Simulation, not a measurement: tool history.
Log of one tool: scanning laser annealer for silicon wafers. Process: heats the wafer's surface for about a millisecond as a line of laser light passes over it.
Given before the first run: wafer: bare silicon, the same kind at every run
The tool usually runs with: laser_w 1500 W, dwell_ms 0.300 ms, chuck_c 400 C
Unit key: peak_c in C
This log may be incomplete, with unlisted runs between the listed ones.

run   hour  laser_w  dwell_ms  chuck_c  peak_c
  1    0.0     1500     0.300      400    1129
  2   14.9     1500     0.219      400    1006
  3   32.7     1500     0.300      400    1127
  4   42.9     1524     0.300      400    1144
  5   57.9     1396     0.300      400    1063
  6   74.1     1500     0.300      400    1125
  7   82.8     1500     0.300      400    1123
  8  101.9     1500     0.300      400    1126
  9  122.3     1468     0.300      400    1107
 10  140.5     1468     0.300      400    1098
 11  152.2     1500     0.300      400    1121
 12  169.7     1500     0.300      400    1118
 13  185.1     1500     0.300      400    1117
 14  198.2     1500     0.300      400    1117
 15  219.7     1500     0.300      400    1118
 16  234.5     1500     0.300      400    1118
 17  255.0     1500     0.300      400    1116
 18  276.5     1500     0.300      400    1114
 19  296.0     1500     0.300      400    1110
 20  305.7     1581     0.243      400    1076
 21  322.4     1581     0.243      400    1072
 22  337.5     1581     0.243      400    1072
 23  346.4     1500     0.300      361    1069
 24  357.6     1395     0.300      361    1009
 25  369.4     1395     0.300      361    1006
 26  380.0     1395     0.300      361    1004
 27  397.1     1597     0.375      388    1258
 28  409.0     1597     0.375      388    1258
 29  419.6     1567     0.220      400    1020
 30  438.5     1567     0.220      400    1020
 31  450.0     1301     0.300      398     983
 32  469.4     1301     0.359      398    1050
 33  483.2     1301     0.359      398    1045
 34  492.3     1301     0.359      398    1044
 35  513.0     1500     0.365      400    1180
 36  534.5     1386     0.325      395    1056
 37  554.6     1528     0.376      420    1234
 38  572.0     1454     0.314      381    1100

Between the runs listed above, the log contained 1 entry, not reproduced here. Where in the sequence does each belong, and how does what the log doesn't record of the tool's condition differ from the listed run before to the listed run after?
Runs 37 to 38: window over the wafer cleaned (hour 562.1)
  light that passes the window, % of a clean one's: 96.62 -> 99.81; width of the line over the set one, %: 1.25 -> 1.27
  difference, measured minus the result without the unlogged condition, peak_c: -45 -> -9 C
